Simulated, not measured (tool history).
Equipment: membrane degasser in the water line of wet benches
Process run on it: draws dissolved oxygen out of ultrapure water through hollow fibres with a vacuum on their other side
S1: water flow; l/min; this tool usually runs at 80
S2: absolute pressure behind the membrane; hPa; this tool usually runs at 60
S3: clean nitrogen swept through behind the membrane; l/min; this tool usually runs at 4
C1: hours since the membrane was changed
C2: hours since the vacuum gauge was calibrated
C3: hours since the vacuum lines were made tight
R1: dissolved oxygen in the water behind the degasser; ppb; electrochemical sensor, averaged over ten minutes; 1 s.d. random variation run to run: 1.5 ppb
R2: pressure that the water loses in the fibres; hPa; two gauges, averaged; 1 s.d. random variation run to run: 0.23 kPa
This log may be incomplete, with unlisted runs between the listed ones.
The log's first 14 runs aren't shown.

run,hour,S1,S2,S3,C1,C2,C3,R1,R2
# hour 404: vacuum gauge calibrated
15,433.6,109,60,4,1787,30,833,259.5,762.2
16,460.7,109,85.6,4,1814,57,860,398,768.7
17,482,109,85.6,4,1835,78,881,391.4,761.6
18,502.6,65,46.2,9.2,1856,99,902,47.9,456.2
19,548.7,65,46.2,9.2,1902,145,948,46.3,456.4
20,567.6,91,107.9,1.86,1921,164,967,730.6,636.8
21,599.7,96,100.6,1.71,1953,196,999,730,672.9
22,629.2,54,58.9,3.78,1982,225,1028,102.2,380.6
23,674,87,60,4,2027,270,1073,186.6,610.5
24,696.2,97,46.8,1.81,2049,292,1096,220.2,686.6
25,731,111,130.3,1.64,2084,327,1130,1161,782.1
26,757.9,94,109.2,1.74,2111,354,1157,787.9,657.4
27,778.4,88,60,9.79,2132,374,1178,115.9,621.1
28,803.4,88,60,9.79,2157,399,1203,115.8,614.8
29,830,65,60.8,4.64,2183,426,1229,114.8,457.9
30,876.2,65,60.8,4.64,2229,472,1275,113.5,456.3
31,896.9,65,42.9,1.64,2250,493,1296,109.2,454.5
32,927.4,75,79.8,6.12,2281,523,1327,169.4,530.3

3 ways to go on from here, each from the tool as it stands after run 32. What would each give?
A,954.9,75,92.8,2.59,2308,551,1354,?,?
B,954.9,77,113.9,4.69,2308,551,1354,?,?
C,954.9,102,74.7,4,2308,551,1354,?,?

run,R1,R2
A,391.1,526
B,332.2,541.5
C,311.5,713.7
Without the tool's hidden state the same runs would have given:
run,R1,R2
A,391.1,525.9
B,332.1,541.4
C,311.5,713.6
